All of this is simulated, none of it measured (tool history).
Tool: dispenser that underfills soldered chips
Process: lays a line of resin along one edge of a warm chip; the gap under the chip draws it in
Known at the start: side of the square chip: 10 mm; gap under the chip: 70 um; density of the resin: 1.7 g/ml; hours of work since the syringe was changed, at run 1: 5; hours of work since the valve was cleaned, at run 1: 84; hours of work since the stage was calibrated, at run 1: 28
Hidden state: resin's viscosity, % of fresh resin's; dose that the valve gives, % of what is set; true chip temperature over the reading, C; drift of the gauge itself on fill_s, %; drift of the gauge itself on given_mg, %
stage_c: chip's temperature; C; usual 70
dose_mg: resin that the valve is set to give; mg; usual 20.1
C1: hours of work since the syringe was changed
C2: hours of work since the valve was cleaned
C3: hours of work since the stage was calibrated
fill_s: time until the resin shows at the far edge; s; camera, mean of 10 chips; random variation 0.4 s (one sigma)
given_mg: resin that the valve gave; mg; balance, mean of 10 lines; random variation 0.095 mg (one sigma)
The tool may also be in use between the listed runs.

Run 1, hour 0.0: usual settings; C1 5; C2 84; C3 28. Result: fill_s 36.0 s, given_mg 18.69 mg.
At hour 5.1: new syringe of resin.
Run 2, hour 11.2: usual settings; C1 5; C2 92; C3 37. Result: fill_s 35.4 s, given_mg 18.48 mg.
At hour 17.1: new syringe of resin.
Run 3, hour 26.9: usual settings but stage_c 78 C; C1 7; C2 103; C3 48. Result: fill_s 30.9 s, given_mg 18.37 mg.
At hour 29.9: new syringe of resin.
Run 4, hour 40.1: usual settings; C1 8; C2 113; C3 57. Result: fill_s 43.2 s, given_mg 18.28 mg.
At hour 41.8: new syringe of resin.
Run 5, hour 47.4: usual settings; C1 4; C2 118; C3 63. Result: fill_s 33.7 s, given_mg 18.19 mg.
At hour 49.9: dispensing valve cleaned and set on the balance.
At hour 55.6: new syringe of resin.
Run 6, hour 62.8: usual settings but dose_mg 17.1 mg; C1 5; C2 9; C3 73. Result: fill_s 37.4 s, given_mg 16.86 mg.
At hour 68.5: new syringe of resin.
Run 7, hour 76.3: usual settings but dose_mg 17.1 mg; C1 6; C2 19; C3 83. Result: fill_s 38.5 s, given_mg 16.84 mg.
At hour 80.9: new syringe of resin.
Run 8, hour 86.6: usual settings but dose_mg 18.5 mg; C1 4; C2 26; C3 90. Result: fill_s 34.1 s, given_mg 18.06 mg.
At hour 93.2: new syringe of resin.
Run 9, hour 99.5: usual settings but dose_mg 18.5 mg; C1 5; C2 36; C3 100. Result: fill_s 35.3 s, given_mg 17.96 mg.
At hour 105.1: new syringe of resin.
Run 10, hour 110.3: usual settings but stage_c 67 C, dose_mg 19.1 mg; C1 4; C2 43; C3 107. Result: fill_s 37.9 s, given_mg 18.41 mg.
At hour 117.5: new syringe of resin.
Run 11, hour 123.9: usual settings but stage_c 67 C, dose_mg 19.1 mg; C1 5; C2 53; C3 117. Result: fill_s 40.7 s, given_mg 18.25 mg.
At hour 129.8: new syringe of resin.
Run 12, hour 138.4: usual settings but stage_c 75 C, dose_mg 25.3 mg; C1 6; C2 64; C3 128. Result: fill_s 31.7 s, given_mg 23.85 mg.
At hour 142.1: new syringe of resin.
Run 13, hour 146.8: usual settings but stage_c 60 C, dose_mg 25.5 mg; C1 3; C2 70; C3 134. Result: fill_s 50.1 s, given_mg 23.82 mg.
At hour 154.4: new syringe of resin.
Run 14, hour 157.8: usual settings but stage_c 60 C, dose_mg 25.5 mg; C1 2; C2 78; C3 141. Result: fill_s 46.6 s, given_mg 23.73 mg.
At hour 166.9: new syringe of resin.
Run 15, hour 173.0: usual settings but stage_c 79 C, dose_mg 21.8 mg; C1 5; C2 89; C3 152. Result: fill_s 23.5 s, given_mg 20.19 mg.
At hour 179.7: new syringe of resin.
Run 16, hour 183.0: usual settings but stage_c 79 C, dose_mg 21.8 mg; C1 2; C2 96; C3 160. Result: fill_s 20.1 s, given_mg 19.92 mg.

Forecast each of these 5 alternatives for the next run:
At hour 192.7: new syringe of resin.
Run A, hour 195.6: usual settings but dose_mg 23.6 mg; C1 2; C2 105; C3 169. Result: fill_s ?, given_mg ?.
At hour 192.7: new syringe of resin.
Run B, hour 195.6: usual settings but dose_mg 22.5 mg; C1 2; C2 105; C3 169. Result: fill_s ?, given_mg ?.
At hour 192.7: new syringe of resin.
Run C, hour 195.6: usual settings but stage_c 78 C, dose_mg 24.5 mg; C1 2; C2 105; C3 169. Result: fill_s ?, given_mg ?.
At hour 192.7: new syringe of resin.
Run D, hour 195.6: usual settings but stage_c 82 C, dose_mg 21.1 mg; C1 2; C2 105; C3 169. Result: fill_s ?, given_mg ?.
At hour 192.7: new syringe of resin.
Run E, hour 195.6: usual settings but stage_c 79 C, dose_mg 20.9 mg; C1 2; C2 105; C3 169. Result: fill_s ?, given_mg ?.

run  fill_s  given_mg
  A    29.1     21.48
  B    29.2     20.48
  C    21.0     22.50
  D    18.4     19.36
  E    20.5     19.06
Without the tool's hidden state the same runs would have given:
run  fill_s  given_mg
  A    25.6     23.52
  B    25.6     22.41
  C    18.4     24.62
  D    16.1     21.20
  E    18.0     20.86
